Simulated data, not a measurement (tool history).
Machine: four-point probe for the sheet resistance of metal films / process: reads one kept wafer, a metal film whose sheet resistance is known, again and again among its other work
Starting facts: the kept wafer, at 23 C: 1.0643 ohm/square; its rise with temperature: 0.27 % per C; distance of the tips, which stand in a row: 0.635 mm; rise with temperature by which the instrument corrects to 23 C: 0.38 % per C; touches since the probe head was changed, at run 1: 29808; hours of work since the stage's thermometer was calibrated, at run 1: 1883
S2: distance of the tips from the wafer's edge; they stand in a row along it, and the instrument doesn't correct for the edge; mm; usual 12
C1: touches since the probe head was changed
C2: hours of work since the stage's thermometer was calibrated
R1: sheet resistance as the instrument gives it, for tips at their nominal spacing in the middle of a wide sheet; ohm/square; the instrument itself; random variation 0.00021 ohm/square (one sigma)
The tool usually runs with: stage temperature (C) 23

{"run": 1, "hour": 0.0, "stage temperature (C)": 23, "S2": 12, "C1": 29808, "C2": 1883, "R1": 1.066048}
{"run": 2, "hour": 65.9, "stage temperature (C)": 23, "S2": 12, "C1": 33125, "C2": 1921, "R1": 1.066027}
{"run": 3, "hour": 195.4, "stage temperature (C)": 23, "S2": 12, "C1": 39646, "C2": 1997, "R1": 1.065896}
{"run": 4, "hour": 257.2, "stage temperature (C)": 23, "S2": 12, "C1": 42759, "C2": 2033, "R1": 1.066299}
{"run": 5, "hour": 358.2, "stage temperature (C)": 23, "S2": 12, "C1": 47843, "C2": 2092, "R1": 1.065992}
{"run": 6, "hour": 472.0, "stage temperature (C)": 23, "S2": 12, "C1": 53577, "C2": 2158, "R1": 1.066106}
{"run": 7, "hour": 610.5, "stage temperature (C)": 23, "S2": 12, "C1": 60551, "C2": 2239, "R1": 1.065951}
{"run": 8, "hour": 735.6, "stage temperature (C)": 23, "S2": 12, "C1": 66846, "C2": 2311, "R1": 1.066257}
{"run": 9, "hour": 848.0, "stage temperature (C)": 34, "S2": 57, "C1": 72509, "C2": 2377, "R1": 1.051743}
{"run": 10, "hour": 950.7, "stage temperature (C)": 19, "S2": 20, "C1": 77679, "C2": 2437, "R1": 1.070539}
{"run": 11, "hour": 1033.9, "stage temperature (C)": 27, "S2": 12, "C1": 81869, "C2": 2485, "R1": 1.0608}

For run 12, what comes out?
{"run": 12, "hour": 1117.7, "stage temperature (C)": 30, "S2": 16, "C1": 86087, "C2": 2534, "R1": "?"}

R1: 1.056583 ohm/square
Take away the tool's hidden state, keep the run-to-run variation as it was, and the same run would have given R1 1.056443 ohm/square.

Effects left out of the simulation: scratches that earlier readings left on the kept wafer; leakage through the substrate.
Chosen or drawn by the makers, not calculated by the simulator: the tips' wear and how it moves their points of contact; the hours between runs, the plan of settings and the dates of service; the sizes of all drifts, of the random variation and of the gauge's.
